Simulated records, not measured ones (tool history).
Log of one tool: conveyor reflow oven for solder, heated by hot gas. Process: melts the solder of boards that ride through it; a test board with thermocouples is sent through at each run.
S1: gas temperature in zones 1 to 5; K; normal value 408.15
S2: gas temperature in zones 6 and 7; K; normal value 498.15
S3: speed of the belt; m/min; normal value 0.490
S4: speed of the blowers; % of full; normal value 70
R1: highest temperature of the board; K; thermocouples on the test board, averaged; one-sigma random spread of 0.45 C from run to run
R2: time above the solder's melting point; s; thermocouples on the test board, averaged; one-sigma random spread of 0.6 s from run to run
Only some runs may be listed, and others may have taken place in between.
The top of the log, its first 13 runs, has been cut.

run 14 day=6.296 | S1=408.15 S2=498.15 S3=0.490 S4=70 | R1=481.35 R2=53.5
run 15 day=7.012 | S1=408.15 S2=498.15 S3=0.490 S4=70 | R1=481.55 R2=54.3
run 16 day=7.542 | S1=408.15 S2=498.15 S3=0.490 S4=58 | R1=478.25 R2=49.5
run 17 day=7.962 | S1=408.15 S2=493.15 S3=0.490 S4=55 | R1=473.85 R2=42.5
run 18 day=8.688 | S1=421.15 S2=507.15 S3=0.490 S4=60 | R1=488.85 R2=67.7
run 19 day=9.233 | S1=421.15 S2=507.15 S3=0.435 S4=60 | R1=492.95 R2=79.9
run 20 day=9.679 | S1=422.15 S2=498.15 S3=0.559 S4=70 | R1=479.95 R2=49.5
run 21 day=10.071 | S1=413.15 S2=512.15 S3=0.472 S4=65 | R1=493.95 R2=71.1
run 22 day=10.379 | S1=408.15 S2=506.15 S3=0.490 S4=64 | R1=486.55 R2=58.8
run 23 day=10.792 | S1=408.15 S2=506.15 S3=0.490 S4=64 | R1=486.15 R2=59.1
run 24 day=11.442 | S1=423.15 S2=498.15 S3=0.493 S4=54 | R1=480.25 R2=58.0
run 25 day=11.892 | S1=397.15 S2=493.15 S3=0.493 S4=61 | R1=472.05 R2=36.5
run 26 day=12.279 | S1=408.15 S2=498.15 S3=0.523 S4=74 | R1=479.55 R2=47.6
run 27 day=12.596 | S1=405.15 S2=498.15 S3=0.476 S4=62 | R1=479.35 R2=51.9
run 28 day=13.296 | S1=411.15 S2=498.15 S3=0.476 S4=52 | R1=478.35 R2=52.8
run 29 day=13.775 | S1=395.15 S2=504.15 S3=0.548 S4=52 | R1=473.55 R2=32.5
run 30 day=14.258 | S1=395.15 S2=504.15 S3=0.548 S4=52 | R1=473.25 R2=32.1

3 options for the next run, each taken on its own from the tool as it stands now. Forecast them:
run A day=15.012 | S1=395.15 S2=504.15 S3=0.548 S4=65 | R1=? R2=?
run B day=15.012 | S1=398.15 S2=486.15 S3=0.490 S4=50 | R1=? R2=?
run C day=15.012 | S1=408.15 S2=498.15 S3=0.391 S4=50 | R1=? R2=?

run=A R1=477.05 R2=38.4
run=B R1=463.35 R2=21.1
run=C R1=482.65 R2=72.0
Without the tool's hidden state the same runs would have given:
run=A R1=480.25 R2=42.2
run=B R1=465.65 R2=26.6
run=C R1=484.65 R2=74.8

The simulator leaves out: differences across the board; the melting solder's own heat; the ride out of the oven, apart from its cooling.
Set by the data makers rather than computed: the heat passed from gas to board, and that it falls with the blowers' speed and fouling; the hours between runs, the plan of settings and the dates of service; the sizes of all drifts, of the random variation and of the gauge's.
